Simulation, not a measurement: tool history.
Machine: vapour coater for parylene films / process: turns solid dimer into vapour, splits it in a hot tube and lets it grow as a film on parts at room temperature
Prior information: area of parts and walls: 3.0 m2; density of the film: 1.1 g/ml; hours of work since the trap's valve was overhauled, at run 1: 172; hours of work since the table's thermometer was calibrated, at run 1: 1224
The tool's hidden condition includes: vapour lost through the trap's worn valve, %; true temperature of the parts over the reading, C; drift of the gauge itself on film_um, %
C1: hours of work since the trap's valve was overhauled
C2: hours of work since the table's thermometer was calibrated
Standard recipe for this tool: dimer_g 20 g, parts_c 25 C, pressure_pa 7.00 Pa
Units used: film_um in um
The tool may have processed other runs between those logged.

Run 1, hour 0.0: usual settings; C1 172; C2 1224. Result: film_um 2.71 um.
Run 2, hour 33.9: usual settings; C1 196; C2 1248. Result: film_um 2.71 um.
At hour 62.4: trap's valve overhauled.
Run 3, hour 62.4: usual settings; C1 0; C2 1265. Result: film_um 3.02 um.
Run 4, hour 81.1: usual settings; C1 13; C2 1278. Result: film_um 3.02 um.
Run 5, hour 109.8: usual settings; C1 33; C2 1299. Result: film_um 2.94 um.
Run 6, hour 135.0: usual settings; C1 51; C2 1316. Result: film_um 2.96 um.
Run 7, hour 173.4: usual settings; C1 78; C2 1343. Result: film_um 2.88 um.
Run 8, hour 213.7: usual settings; C1 107; C2 1372. Result: film_um 2.91 um.
Run 9, hour 256.0: usual settings; C1 136; C2 1402. Result: film_um 2.79 um.
Run 10, hour 285.1: usual settings; C1 157; C2 1422. Result: film_um 2.84 um.
Run 11, hour 321.6: usual settings; C1 183; C2 1448. Result: film_um 2.74 um.
Run 12, hour 354.9: usual settings; C1 206; C2 1471. Result: film_um 2.71 um.
At hour 370.1: trap's valve overhauled.
Run 13, hour 390.2: usual settings; C1 14; C2 1493. Result: film_um 3.00 um.
Run 14, hour 416.3: usual settings; C1 33; C2 1512. Result: film_um 2.90 um.
Run 15, hour 440.5: usual settings; C1 50; C2 1529. Result: film_um 2.92 um.
Run 16, hour 460.4: usual settings; C1 64; C2 1543. Result: film_um 2.96 um.
Run 17, hour 480.9: usual settings; C1 78; C2 1557. Result: film_um 2.90 um.
Run 18, hour 523.4: usual settings; C1 108; C2 1587. Result: film_um 2.87 um.
Run 19, hour 568.2: usual settings; C1 140; C2 1619. Result: film_um 2.83 um.
Run 20, hour 613.3: usual settings; C1 171; C2 1651. Result: film_um 2.80 um.
Run 21, hour 636.9: usual settings but parts_c 26 C, pressure_pa 4.04 Pa; C1 188; C2 1667. Result: film_um 2.82 um.
At hour 677.8: trap's valve overhauled.
Run 22, hour 680.1: usual settings but parts_c 26 C, pressure_pa 4.04 Pa; C1 2; C2 1695. Result: film_um 3.11 um.
Run 23, hour 710.6: usual settings but pressure_pa 9.93 Pa; C1 23; C2 1716. Result: film_um 2.83 um.
Run 24, hour 743.7: usual settings but dimer_g 15 g, parts_c 18 C, pressure_pa 3.96 Pa; C1 46; C2 1740. Result: film_um 2.70 um.
Run 25, hour 763.5: usual settings but dimer_g 15 g, parts_c 18 C, pressure_pa 3.96 Pa; C1 60; C2 1753. Result: film_um 2.70 um.
Run 26, hour 807.1: usual settings but pressure_pa 5.95 Pa; C1 91; C2 1784. Result: film_um 2.90 um.
Run 27, hour 829.9: usual settings but dimer_g 14 g; C1 107; C2 1800. Result: film_um 1.98 um.
Run 28, hour 859.2: usual settings but dimer_g 19 g, parts_c 22 C, pressure_pa 2.20 Pa; C1 128; C2 1821. Result: film_um 3.18 um.
Run 29, hour 879.1: usual settings but dimer_g 17 g, pressure_pa 3.65 Pa; C1 142; C2 1835. Result: film_um 2.55 um.
Run 30, hour 920.5: usual settings but dimer_g 17 g, pressure_pa 3.65 Pa; C1 171; C2 1864. Result: film_um 2.47 um.
Run 31, hour 963.5: usual settings but dimer_g 34 g, parts_c 23 C; C1 201; C2 1894. Result: film_um 4.84 um.
At hour 985.2: trap's valve overhauled.
Run 32, hour 1004.7: usual settings but dimer_g 34 g, parts_c 23 C, pressure_pa 3.80 Pa; C1 14; C2 1921. Result: film_um 5.60 um.
Run 33, hour 1026.4: usual settings but dimer_g 34 g, parts_c 23 C, pressure_pa 3.80 Pa; C1 29; C2 1936. Result: film_um 5.62 um.
Run 34, hour 1066.4: usual settings but dimer_g 34 g, parts_c 23 C, pressure_pa 3.80 Pa; C1 57; C2 1964. Result: film_um 5.43 um.
At hour 1075.5: table's thermometer calibrated.
Run 35, hour 1085.8: usual settings but dimer_g 12 g, parts_c 34 C, pressure_pa 3.80 Pa; C1 70; C2 7. Result: film_um 1.52 um.
Run 36, hour 1108.6: usual settings but dimer_g 12 g, parts_c 21 C, pressure_pa 5.10 Pa; C1 86; C2 23. Result: film_um 1.97 um.

Some steps in film_um, run to run, broken into two amounts with sign: the step expected even without the hidden condition (settings, incoming material, random variation), and the rest, left for the hidden condition together with whatever gauge scatter is not in both the measured and the hidden-condition-free result:
Run 2 -> 3: trap's valve overhauled. film_um +0.31 um: hidden state +0.29, all else +0.02.
Run 27 -> 28: dimer_g 14 -> 19, parts_c 25 -> 22, pressure_pa 7.00 -> 2.20. film_um +1.20 um: hidden state -0.12, all else +1.32.
Run 30 -> 31: dimer_g 17 -> 34, parts_c 25 -> 23, pressure_pa 3.65 -> 7.00. film_um +2.37 um: hidden state -0.34, all else +2.71.
Run 31 -> 32: pressure_pa 7.00 -> 3.80, trap's valve overhauled. film_um +0.76 um: hidden state +0.45, all else +0.31.
Run 34 -> 35: dimer_g 34 -> 12, parts_c 23 -> 34, table's thermometer calibrated. film_um -3.91 um: hidden state +0.21, all else -4.12.

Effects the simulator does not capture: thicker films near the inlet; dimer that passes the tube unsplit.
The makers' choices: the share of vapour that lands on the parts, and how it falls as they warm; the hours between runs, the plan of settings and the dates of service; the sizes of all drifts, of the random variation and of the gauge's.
